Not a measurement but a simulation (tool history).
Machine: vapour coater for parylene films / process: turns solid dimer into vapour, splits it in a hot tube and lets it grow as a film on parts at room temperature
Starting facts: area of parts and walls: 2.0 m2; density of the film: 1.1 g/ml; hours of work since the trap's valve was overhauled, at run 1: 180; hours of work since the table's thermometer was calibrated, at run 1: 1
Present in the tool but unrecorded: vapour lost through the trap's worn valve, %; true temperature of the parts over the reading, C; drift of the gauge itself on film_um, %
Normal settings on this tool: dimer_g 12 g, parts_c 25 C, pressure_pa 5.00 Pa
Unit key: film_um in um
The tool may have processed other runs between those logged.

run    hour  dimer_g  parts_c  pressure_pa  hours of work since the trap's valve was overhauled  hours of work since the table's thermometer was calibrated  film_um
  1     0.0       12       25         5.00                                                  180                                                           1     4.29
  2    23.4       12       26         5.00                                                  199                                                          20     4.15
  3    46.7       12       26         5.00                                                  218                                                          38     4.19
  4    77.3        7       25         5.00                                                  242                                                          62     2.49
  5   121.7        7       25         5.00                                                  277                                                          98     2.50
  6   170.4       12       20         5.00                                                  316                                                         136     4.90
      214.9  -- trap's valve overhauled
  7   216.7       12       20         5.00                                                    1                                                         170     4.82
  8   242.4       12       20         5.00                                                   22                                                         190     4.81
  9   265.0       12       28         5.00                                                   40                                                         208     3.97
 10   293.2       12       25         4.44                                                   62                                                         231     4.37
 11   338.1       12       25         4.44                                                   98                                                         266     4.30
 12   360.4       12       25         5.00                                                  115                                                         284     4.29
 13   412.9       12       25         5.00                                                  157                                                         326     4.29
 14   460.1        6       25         5.00                                                  195                                                         363     2.10
 15   509.3        6       25         5.00                                                  234                                                         402     2.17
 16   537.5        6       31         5.00                                                  256                                                         424     1.82
 17   561.3        6       31         5.00                                                  275                                                         443     1.81
 18   612.9        6       31         5.00                                                  316                                                         484     1.83
      658.2  -- trap's valve overhauled
 19   658.2        6       31         5.00                                                    0                                                         517     1.83
 20   680.8       12       18         5.00                                                   18                                                         535     5.08
 21   717.4       12       18         5.00                                                   47                                                         564     5.02
 22   768.1       12       34         5.00                                                   87                                                         604     3.41
 23   798.4       12       18         5.00                                                  111                                                         628     5.06
 24   834.6       10       19         3.34                                                  140                                                         657     4.38
 25   872.0       10       19         3.34                                                  170                                                         687     4.41
 26   903.5       17       32         2.29                                                  195                                                         712     5.69
 27   954.6       17       32         2.29                                                  235                                                         752     5.71
 28   994.2       22       33         4.08                                                  267                                                         784     6.47
 29  1034.8       15       25         2.26                                                  299                                                         816     6.01
 30  1084.4       15       18         2.87                                                  338                                                         855     6.71
     1101.9  -- trap's valve overhauled
 31  1130.6       11       25         3.58                                                   23                                                         889     4.13
 32  1182.8       11       25         3.20                                                   64                                                         930     4.16
 33  1217.3        9       34         3.55                                                   92                                                         958     2.68
 34  1265.6        6       24         2.85                                                  130                                                         996     2.38
 35  1295.4       12       17         2.39                                                  154                                                        1020     5.37
 36  1346.0       12       17         2.39                                                  194                                                        1060     5.31
 37  1374.7       12       23         5.00                                                  217                                                        1082     4.48
 38  1400.3       21       33         7.35                                                  237                                                        1103     5.74
 39  1442.0       21       33         7.35                                                  270                                                        1136     5.67
 40  1469.7       12       20         2.15                                                  292                                                        1158     5.27
 41  1509.7       12       20         2.15                                                  324                                                        1190     5.33
     1544.4  -- trap's valve overhauled
 42  1567.3       12       20         2.15                                                   18                                                        1232     5.31
 43  1609.2       11       20         2.15                                                   51                                                        1265     4.90
 44  1655.9       11       20         2.15                                                   89                                                        1303     4.89
 45  1696.1       12       25         6.28                                                  120                                                        1334     4.14
 46  1740.5       16       25         4.52                                                  156                                                        1370     5.76

Below are 4 alternative next runs, each starting from the tool's condition after run 46. Predict each:
  A  1778.8       13       25         3.66                                                  186                                                        1400        ?
  B  1778.8       12       25         4.02                                                  186                                                        1400        ?
  C  1778.8       18       18         2.46                                                  186                                                        1400        ?
  D  1778.8       15       25         7.59                                                  186                                                        1400        ?

run  film_um
  A     4.85
  B     4.39
  C     8.00
  D     4.93
Take away the tool's hidden state, keep each run's random variation, and the runs would have read:
run  film_um
  A     4.87
  B     4.40
  C     8.02
  D     4.94
